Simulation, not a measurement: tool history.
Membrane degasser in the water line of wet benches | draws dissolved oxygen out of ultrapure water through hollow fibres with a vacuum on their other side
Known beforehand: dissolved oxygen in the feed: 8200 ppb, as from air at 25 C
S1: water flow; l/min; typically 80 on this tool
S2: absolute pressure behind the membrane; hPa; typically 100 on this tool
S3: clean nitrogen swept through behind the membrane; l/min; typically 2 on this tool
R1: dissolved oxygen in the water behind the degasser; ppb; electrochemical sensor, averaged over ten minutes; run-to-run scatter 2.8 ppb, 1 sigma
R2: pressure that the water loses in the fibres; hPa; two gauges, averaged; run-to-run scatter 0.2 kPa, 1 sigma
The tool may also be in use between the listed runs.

run     day  S1   S2    S3      R1     R2
  1       0  80  100     2   555.2  449.9
  2   1.858  80  100     2     555  447.6
  3   3.871  80  100     2   558.5  449.1
  4   6.262  80  100     2   556.3  443.5
  5     7.6  80  100     2   552.8  445.4
  6   9.283  80   72     2   348.4  447.6
  7  10.329  80  100  0.81   995.8  444.9
  8  12.775  80  100  0.81   998.5  442.8
  9   14.15  80  236     2  1438.3  447.5
 10  15.442  80  236  0.99  2226.9    447
 11  16.488  80  236  0.99  2211.8  447.5
 12  18.062  80  236  0.99    2237  447.1
 13  20.396  80  100     2   555.6  448.1
 14  22.104  80  100     2   552.7  447.8
 15  24.208  80   81     2   413.6  444.2
 16  26.192  80  100     2   552.8  445.8
 17  27.258  81   76  1.89   400.4  453.4
 18  29.067  81   76  1.89   398.4  453.6
 19  30.888  81   76  1.89   397.7    457
 20  32.342  57  147  0.97  1131.9  317.7
 21  33.675  76  246  0.85  2430.3  423.5
 22  35.142  85  246  0.85  2610.8  476.1
     36.667  -- vacuum gauge calibrated
 23  37.029  88  218  1.13  2048.1  493.7
 24  38.483  63  110  2.03   502.8  356.1
 25  40.283  68  151  1.03  1261.5    381
 26  42.129  68  151  1.98   792.8  380.5
 27  43.217  61  100  1.15   651.8  344.4
 28  45.525  51  185  0.86  1444.4  284.5
 29  47.225  49  185  0.86  1393.3  274.3
 30  48.554  50  221  2.96     676  280.5
 31  49.679  80  100  1.08   832.9  447.8
     50.408  -- seals of the vacuum lines changed
 32  51.492  72   65  4.98   134.9  405.1

Predict each of these 3 candidate next runs independently; none follows another, all start after run 32:
  A  53.858  81  245  1.58   ?   ?
  B  53.858  65  218  4.98   ?   ?
  C  53.858  80  224     2   ?   ?

run      R1     R2
  A  1757.9  457.1
  B   546.5  366.6
  C  1370.9    451
Without the tool's hidden state the same runs would have given:
run      R1     R2
  A  1753.1    448
  B   543.4  359.4
  C    1366  442.2
